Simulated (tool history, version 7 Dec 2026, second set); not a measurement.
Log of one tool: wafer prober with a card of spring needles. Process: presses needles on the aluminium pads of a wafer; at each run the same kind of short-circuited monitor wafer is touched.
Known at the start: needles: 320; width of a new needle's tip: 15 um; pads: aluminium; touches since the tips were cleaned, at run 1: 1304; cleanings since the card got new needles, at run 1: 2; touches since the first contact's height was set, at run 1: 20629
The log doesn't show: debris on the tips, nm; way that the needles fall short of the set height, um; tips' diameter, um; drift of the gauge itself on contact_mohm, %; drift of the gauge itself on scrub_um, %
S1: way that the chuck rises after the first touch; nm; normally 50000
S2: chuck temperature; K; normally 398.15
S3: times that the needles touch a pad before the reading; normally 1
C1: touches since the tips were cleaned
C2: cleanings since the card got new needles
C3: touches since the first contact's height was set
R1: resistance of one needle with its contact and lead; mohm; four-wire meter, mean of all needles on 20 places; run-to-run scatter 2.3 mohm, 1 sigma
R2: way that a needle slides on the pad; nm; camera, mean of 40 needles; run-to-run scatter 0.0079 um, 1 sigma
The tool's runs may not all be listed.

run   hour     S1      S2  S3    C1  C2     C3   R1    R2
  1      0  50000  398.15   1  1304   2  20629  342  7265
  2   13.7  50000  398.15   1  4273   2  23598  396  7252
  3   21.5  50000  398.15   1  5950   2  25275  406  7258
      32.6  -- tips cleaned on abrasive film
  4   37.2  50000  398.15   1   986   3  28639  319  7258
  5     54  50000  398.15   1  4636   3  32289  394  7265
  6     61  50000  398.15   1  6144   3  33797  415  7244
      71.6  -- tips cleaned on abrasive film
  7   76.7  50000  398.15   1  1108   4  37170  333  7259
  8     86  50000  398.15   1  3121   4  39183  380  7243
  9  100.4  50000  398.15   1  6230   4  42292  410  7263
 10  109.3  50000  398.15   2  8144   4  44206  356  7250
     110.2  -- tips cleaned on abrasive film
 11  124.6  50000  398.15   2  3119   5  47493  329  7238
 12  131.8  51000  361.15   1  4676   5  49050  398  7385
 13  142.8  31000  398.15   2  7061   5  51435  494  4480
     149.2  -- tips cleaned on abrasive film
 14  159.9  58000  298.15   1  2315   6  55111  332  8415
 15  174.6  58000  298.15   1  5475   6  58271  366  8406
     187.4  -- tips cleaned on abrasive film
 16  189.2  58000  397.15   1   382   7  61413  285  8398
 17  205.5  49000  391.15   3  3904   7  64935  313  7096
 18  214.2  36000  391.15   2  5788   7  66819  431  5211
     226.3  -- tips cleaned on abrasive film
 19  227.9  64000  398.15   1   337   8  69757  282  9256
 20  237.8  38000  347.15   1  2487   8  71907  439  5482
 21  252.5  34000  347.15   1  5651   8  75071  585  4902

Forecast each of these 3 alternatives for the next run:
  A  264.1  50000  398.15   1  8155   8  77575   ?   ?
  B  264.1  34000  373.15   1  8155   8  77575   ?   ?
  C  264.1  34000  307.15   3  8155   8  77575   ?   ?

run   R1    R2
  A  418  7218
  B  586  4904
  C  374  4890
Stripped of hidden state, with their random variation kept, the same runs would have yielded:
run   R1    R2
  A  262  7268
  B  263  4955
  C  244  4940
